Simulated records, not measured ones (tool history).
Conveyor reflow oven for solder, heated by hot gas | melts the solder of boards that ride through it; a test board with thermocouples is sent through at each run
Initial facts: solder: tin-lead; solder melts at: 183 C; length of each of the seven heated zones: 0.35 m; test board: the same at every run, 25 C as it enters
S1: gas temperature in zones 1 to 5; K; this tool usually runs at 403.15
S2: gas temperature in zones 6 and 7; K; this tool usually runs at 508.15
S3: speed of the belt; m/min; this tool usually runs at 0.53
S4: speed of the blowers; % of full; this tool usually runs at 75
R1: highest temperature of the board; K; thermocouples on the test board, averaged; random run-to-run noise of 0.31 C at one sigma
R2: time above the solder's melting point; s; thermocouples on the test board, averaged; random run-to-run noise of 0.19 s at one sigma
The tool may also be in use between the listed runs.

{"run": 1, "hour": 0.0, "S1": 403.15, "S2": 508.15, "S3": 0.53, "S4": 75, "R1": 491.85, "R2": 57.3}
{"run": 2, "hour": 17.1, "S1": 403.15, "S2": 505.15, "S3": 0.53, "S4": 75, "R1": 489.35, "R2": 55.7}
{"run": 3, "hour": 28.3, "S1": 403.15, "S2": 505.15, "S3": 0.53, "S4": 75, "R1": 488.85, "R2": 55.2}
{"run": 4, "hour": 52.4, "S1": 409.15, "S2": 508.15, "S3": 0.53, "S4": 75, "R1": 492.45, "R2": 60.7}
{"run": 5, "hour": 70.9, "S1": 402.15, "S2": 508.15, "S3": 0.53, "S4": 75, "R1": 491.45, "R2": 56.7}
{"run": 6, "hour": 91.2, "S1": 402.15, "S2": 508.15, "S3": 0.53, "S4": 75, "R1": 490.75, "R2": 57.5}
{"run": 7, "hour": 110.6, "S1": 402.15, "S2": 508.15, "S3": 0.53, "S4": 75, "R1": 490.85, "R2": 57.3}
{"run": 8, "hour": 124.7, "S1": 403.15, "S2": 508.15, "S3": 0.536, "S4": 75, "R1": 491.05, "R2": 56.5}
{"run": 9, "hour": 142.6, "S1": 403.15, "S2": 508.15, "S3": 0.536, "S4": 75, "R1": 491.25, "R2": 56.6}
{"run": 10, "hour": 159.5, "S1": 403.15, "S2": 508.15, "S3": 0.536, "S4": 75, "R1": 491.15, "R2": 56.3}
{"run": 11, "hour": 171.4, "S1": 403.15, "S2": 508.15, "S3": 0.536, "S4": 75, "R1": 490.95, "R2": 56.7}
{"run": 12, "hour": 187.6, "S1": 403.15, "S2": 508.15, "S3": 0.536, "S4": 75, "R1": 490.85, "R2": 56.6}
{"run": 13, "hour": 201.3, "S1": 403.15, "S2": 508.15, "S3": 0.536, "S4": 75, "R1": 490.55, "R2": 56.6}
{"run": 14, "hour": 221.8, "S1": 403.15, "S2": 508.15, "S3": 0.536, "S4": 75, "R1": 491.25, "R2": 56.5}
{"run": 15, "hour": 243.0, "S1": 396.15, "S2": 496.15, "S3": 0.53, "S4": 65, "R1": 475.75, "R2": 39.9}
{"run": 16, "hour": 257.8, "S1": 396.15, "S2": 496.15, "S3": 0.53, "S4": 58, "R1": 473.05, "R2": 34.7}
{"run": 17, "hour": 271.1, "S1": 396.15, "S2": 496.15, "S3": 0.53, "S4": 58, "R1": 473.05, "R2": 34.7}
{"hour": 290.6, "done": "flux residue cleaned out of gas plates and filters"}
{"run": 18, "hour": 290.6, "S1": 396.15, "S2": 500.15, "S3": 0.496, "S4": 58, "R1": 478.65, "R2": 45.7}
{"run": 19, "hour": 309.3, "S1": 396.15, "S2": 500.15, "S3": 0.496, "S4": 58, "R1": 478.55, "R2": 45.7}
{"run": 20, "hour": 322.0, "S1": 406.15, "S2": 509.15, "S3": 0.495, "S4": 53, "R1": 486.65, "R2": 57.5}

Branching from run 20: 5 alternative next runs. What would each branch give?
{"run": "A", "hour": 339.6, "S1": 398.15, "S2": 508.15, "S3": 0.515, "S4": 78, "R1": "?", "R2": "?"}
{"run": "B", "hour": 339.6, "S1": 397.15, "S2": 508.15, "S3": 0.53, "S4": 75, "R1": "?", "R2": "?"}
{"run": "C", "hour": 339.6, "S1": 406.15, "S2": 496.15, "S3": 0.495, "S4": 59, "R1": "?", "R2": "?"}
{"run": "D", "hour": 339.6, "S1": 411.15, "S2": 509.15, "S3": 0.495, "S4": 53, "R1": "?", "R2": "?"}
{"run": "E", "hour": 339.6, "S1": 404.15, "S2": 520.15, "S3": 0.53, "S4": 67, "R1": "?", "R2": "?"}

run=A R1=493.05 R2=59
run=B R1=489.75 R2=55
run=C R1=478.05 R2=48.5
run=D R1=487.65 R2=59.7
run=E R1=499.05 R2=63.2
With the hidden condition removed and each run's random variation left untouched, the same runs would have given:
run=A R1=493.15 R2=59
run=B R1=489.85 R2=55.1
run=C R1=478.15 R2=48.6
run=D R1=487.75 R2=59.7
run=E R1=499.05 R2=63.3

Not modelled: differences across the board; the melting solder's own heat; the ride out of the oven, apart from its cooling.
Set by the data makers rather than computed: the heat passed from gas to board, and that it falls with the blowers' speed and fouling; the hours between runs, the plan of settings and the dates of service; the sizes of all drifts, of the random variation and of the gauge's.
